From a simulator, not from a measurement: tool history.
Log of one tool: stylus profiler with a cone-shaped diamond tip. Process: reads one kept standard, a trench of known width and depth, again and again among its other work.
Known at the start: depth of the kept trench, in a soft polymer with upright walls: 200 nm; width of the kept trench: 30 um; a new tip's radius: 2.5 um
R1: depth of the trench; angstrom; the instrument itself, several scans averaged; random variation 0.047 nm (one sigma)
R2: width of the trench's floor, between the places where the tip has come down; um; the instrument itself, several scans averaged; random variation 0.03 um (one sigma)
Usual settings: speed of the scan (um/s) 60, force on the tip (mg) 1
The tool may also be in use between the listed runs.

Run 1, hour 0: usual settings. Result: R1 2016.5 angstrom, R2 27.7 um.
Run 2, hour 44.3: usual settings. Result: R1 2016.8 angstrom, R2 27.73 um.
Run 3, hour 150.9: usual settings. Result: R1 2017.2 angstrom, R2 27.66 um.
Run 4, hour 210.7: usual settings but force on the tip (mg) 1.57. Result: R1 2023.2 angstrom, R2 27.7 um.
Run 5, hour 299.5: usual settings but force on the tip (mg) 1.57. Result: R1 2023.5 angstrom, R2 27.6 um.
Run 6, hour 351.9: usual settings but force on the tip (mg) 1.57. Result: R1 2023.2 angstrom, R2 27.61 um.
Run 7, hour 401.3: usual settings. Result: R1 2018.1 angstrom, R2 27.51 um.
Run 8, hour 501.5: usual settings. Result: R1 2017.6 angstrom, R2 27.46 um.
Run 9, hour 591.3: usual settings. Result: R1 2017.3 angstrom, R2 27.41 um.
Run 10, hour 681: usual settings but speed of the scan (um/s) 18. Result: R1 2017.9 angstrom, R2 27.53 um.
Run 11, hour 752.3: usual settings but speed of the scan (um/s) 18. Result: R1 2017.8 angstrom, R2 27.55 um.
Run 12, hour 825.7: usual settings but speed of the scan (um/s) 193. Result: R1 2018.4 angstrom, R2 26.69 um.
Run 13, hour 927.4: usual settings but speed of the scan (um/s) 133. Result: R1 2018.7 angstrom, R2 26.89 um.
Run 14, hour 1033.6: usual settings. Result: R1 2018.7 angstrom, R2 27.2 um.
Run 15, hour 1132.4: usual settings. Result: R1 2017.9 angstrom, R2 27.17 um.
Run 16, hour 1191.2: usual settings. Result: R1 2019.2 angstrom, R2 27.16 um.
Run 17, hour 1285.2: usual settings. Result: R1 2019 angstrom, R2 27.11 um.
Run 18, hour 1361.8: usual settings but force on the tip (mg) 2.37. Result: R1 2031.7 angstrom, R2 27.13 um.
Run 19, hour 1409.8: usual settings but speed of the scan (um/s) 17. Result: R1 2019.7 angstrom, R2 27.29 um.
Run 20, hour 1497.2: usual settings but force on the tip (mg) 0.52. Result: R1 2013.9 angstrom, R2 26.91 um.
Run 21, hour 1543.5: usual settings but speed of the scan (um/s) 16, force on the tip (mg) 0.52. Result: R1 2013.1 angstrom, R2 27.22 um.
Run 22, hour 1606.2: usual settings. Result: R1 2019.2 angstrom, R2 27.01 um.
At hour 1611.8: height scale calibrated on a step standard.
Run 23, hour 1681.3: usual settings but force on the tip (mg) 1.6. Result: R1 2023.4 angstrom, R2 27.03 um.
Run 24, hour 1756.1: usual settings but speed of the scan (um/s) 71, force on the tip (mg) 0.81. Result: R1 2016.1 angstrom, R2 26.82 um.
Run 25, hour 1810.1: usual settings but speed of the scan (um/s) 38, force on the tip (mg) 0.81. Result: R1 2017 angstrom, R2 27.01 um.
Run 26, hour 1916.2: usual settings but speed of the scan (um/s) 131, force on the tip (mg) 0.81. Result: R1 2015.6 angstrom, R2 26.44 um.
Run 27, hour 1975.2: usual settings but force on the tip (mg) 0.93. Result: R1 2016.1 angstrom, R2 26.84 um.
Run 28, hour 2019.4: usual settings but speed of the scan (um/s) 19, force on the tip (mg) 1.69. Result: R1 2024.8 angstrom, R2 27.02 um.
Run 29, hour 2105.7: usual settings but speed of the scan (um/s) 19, force on the tip (mg) 1.69. Result: R1 2024.8 angstrom, R2 27.06 um.
Run 30, hour 2149: usual settings but speed of the scan (um/s) 19, force on the tip (mg) 1.69. Result: R1 2025.7 angstrom, R2 26.97 um.
Run 31, hour 2220.2: usual settings but speed of the scan (um/s) 118, force on the tip (mg) 1.05. Result: R1 2019.1 angstrom, R2 26.51 um.
Run 32, hour 2268.7: usual settings but speed of the scan (um/s) 15, force on the tip (mg) 1.66. Result: R1 2026.3 angstrom, R2 26.99 um.
Run 33, hour 2333.3: usual settings but speed of the scan (um/s) 15, force on the tip (mg) 1.66. Result: R1 2025.3 angstrom, R2 26.97 um.
Run 34, hour 2425.5: usual settings but speed of the scan (um/s) 70, force on the tip (mg) 0.89. Result: R1 2017.7 angstrom, R2 26.61 um.
Run 35, hour 2518.3: usual settings but speed of the scan (um/s) 120, force on the tip (mg) 1.62. Result: R1 2025.1 angstrom, R2 26.52 um.
Run 36, hour 2607.8: usual settings but speed of the scan (um/s) 16, force on the tip (mg) 1.68. Result: R1 2025.7 angstrom, R2 26.85 um.
Run 37, hour 2684.5: usual settings but speed of the scan (um/s) 16, force on the tip (mg) 1.68. Result: R1 2025.7 angstrom, R2 26.82 um.
Run 38, hour 2776.4: usual settings but speed of the scan (um/s) 83, force on the tip (mg) 1.19. Result: R1 2021.3 angstrom, R2 26.47 um.
Run 39, hour 2876.1: usual settings but speed of the scan (um/s) 28, force on the tip (mg) 1.64. Result: R1 2025.6 angstrom, R2 26.67 um.
Run 40, hour 2928.7: usual settings but speed of the scan (um/s) 67, force on the tip (mg) 1.24. Result: R1 2022.4 angstrom, R2 26.5 um.
Run 41, hour 3026.8: usual settings but speed of the scan (um/s) 67, force on the tip (mg) 1.24. Result: R1 2021.5 angstrom, R2 26.51 um.
Run 42, hour 3123.2: usual settings but speed of the scan (um/s) 67, force on the tip (mg) 1.24. Result: R1 2022.7 angstrom, R2 26.46 um.
Run 43, hour 3204.4: usual settings but speed of the scan (um/s) 20, force on the tip (mg) 1.48. Result: R1 2025.2 angstrom, R2 26.67 um.
Run 44, hour 3271.3: usual settings but speed of the scan (um/s) 20, force on the tip (mg) 1.48. Result: R1 2025.2 angstrom, R2 26.64 um.
At hour 3299.3: height scale calibrated on a step standard.
Run 45, hour 3353.5: usual settings but speed of the scan (um/s) 31, force on the tip (mg) 1.3. Result: R1 2018.7 angstrom, R2 26.53 um.

3 ways to go on from here, each from the tool as it stands after run 45. What would each give?
Run A, hour 3407.7: usual settings but speed of the scan (um/s) 20, force on the tip (mg) 0.37. Result: R1 ?, R2 ?.
Run B, hour 3407.7: usual settings but speed of the scan (um/s) 26, force on the tip (mg) 0.45. Result: R1 ?, R2 ?.
Run C, hour 3407.7: usual settings but force on the tip (mg) 1.52. Result: R1 ?, R2 ?.

run      R1     R2
  A  2008.2  26.47
  B    2009  26.46
  C  2021.5  26.37
Without the tool's hidden state the same runs would have given:
run      R1     R2
  A  2008.2  27.87
  B    2009  27.85
  C  2021.5  27.76
